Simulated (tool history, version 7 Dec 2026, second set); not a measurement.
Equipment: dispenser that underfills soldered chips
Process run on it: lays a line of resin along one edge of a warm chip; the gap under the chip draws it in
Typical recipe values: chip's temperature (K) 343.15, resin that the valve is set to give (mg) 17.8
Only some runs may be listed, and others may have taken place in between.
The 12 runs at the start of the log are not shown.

| run | hour | chip's temperature (K) | resin that the valve is set to give (mg) | time until the resin shows at the far edge (s) | resin that the valve gave (mg) |
|---|---|---|---|---|---|
|  | 44.7 | new syringe of resin |
| 13 | 47.2 | 343.15 | 23.0 | 132.8 | 22.16 |
| 14 | 51.4 | 343.15 | 17.4 | 153.0 | 16.79 |
| 15 | 53.9 | 354.15 | 17.4 | 118.8 | 16.75 |
|  | 55.9 | new syringe of resin |
| 16 | 56.5 | 350.15 | 17.8 | 104.4 | 17.08 |
| 17 | 62.0 | 350.15 | 17.8 | 123.2 | 17.11 |
|  | 66.9 | new syringe of resin |
| 18 | 67.4 | 350.15 | 17.8 | 103.7 | 17.06 |
| 19 | 71.5 | 348.15 | 17.3 | 122.9 | 16.45 |
| 20 | 74.1 | 341.15 | 17.2 | 167.5 | 16.26 |
|  | 77.7 | new syringe of resin |
| 21 | 78.8 | 341.15 | 17.2 | 139.5 | 16.32 |
| 22 | 84.0 | 342.15 | 20.4 | 153.5 | 19.39 |
|  | 88.5 | new syringe of resin |
| 23 | 88.5 | 342.15 | 20.4 | 128.2 | 19.31 |
| 24 | 93.2 | 342.15 | 22.8 | 144.1 | 21.43 |
| 25 | 97.8 | 342.15 | 22.8 | 170.4 | 21.30 |
|  | 99.3 | new syringe of resin |
| 26 | 101.8 | 342.15 | 22.8 | 136.1 | 21.44 |
| 27 | 104.3 | 343.15 | 16.5 | 150.0 | 15.53 |
| 28 | 108.1 | 343.15 | 16.5 | 170.1 | 15.52 |
|  | 110.4 | new syringe of resin |
| 29 | 111.7 | 337.15 | 16.9 | 165.7 | 15.86 |
| 30 | 114.9 | 334.15 | 17.8 | 195.1 | 16.71 |
| 31 | 119.9 | 344.15 | 20.3 | 158.7 | 18.83 |
|  | 121.2 | new syringe of resin |
| 32 | 123.8 | 338.15 | 15.5 | 169.1 | 14.37 |
| 33 | 126.8 | 338.15 | 15.5 | 182.5 | 14.38 |
| 34 | 130.5 | 343.15 | 20.2 | 163.0 | 18.66 |
|  | 132.1 | new syringe of resin |
| 35 | 134.9 | 336.15 | 15.6 | 183.5 | 14.40 |
| 36 | 139.0 | 351.15 | 21.3 | 120.0 | 19.60 |

Consider 4 possible next runs. They are alternatives, not a sequence: every one starts from the tool as it was left by run 36. What does each give?
|  | 143.0 | new syringe of resin |
| A | 143.2 | 353.15 | 16.0 | ? | ? |
|  | 143.0 | new syringe of resin |
| B | 143.2 | 338.15 | 21.3 | ? | ? |
|  | 143.0 | new syringe of resin |
| C | 143.2 | 349.15 | 16.2 | ? | ? |
|  | 143.0 | new syringe of resin |
| D | 143.2 | 341.15 | 18.0 | ? | ? |

| run | time until the resin shows at the far edge (s) | resin that the valve gave (mg) |
|---|---|---|
| A | 97.3 | 14.72 |
| B | 147.7 | 19.70 |
| C | 108.5 | 14.96 |
| D | 137.9 | 16.52 |
The same runs, with their run-to-run variation unchanged, on a tool lacking any hidden condition would have given:
| run | time until the resin shows at the far edge (s) | resin that the valve gave (mg) |
|---|---|---|
| A | 94.4 | 15.99 |
| B | 146.5 | 21.38 |
| C | 105.5 | 16.24 |
| D | 135.4 | 17.93 |

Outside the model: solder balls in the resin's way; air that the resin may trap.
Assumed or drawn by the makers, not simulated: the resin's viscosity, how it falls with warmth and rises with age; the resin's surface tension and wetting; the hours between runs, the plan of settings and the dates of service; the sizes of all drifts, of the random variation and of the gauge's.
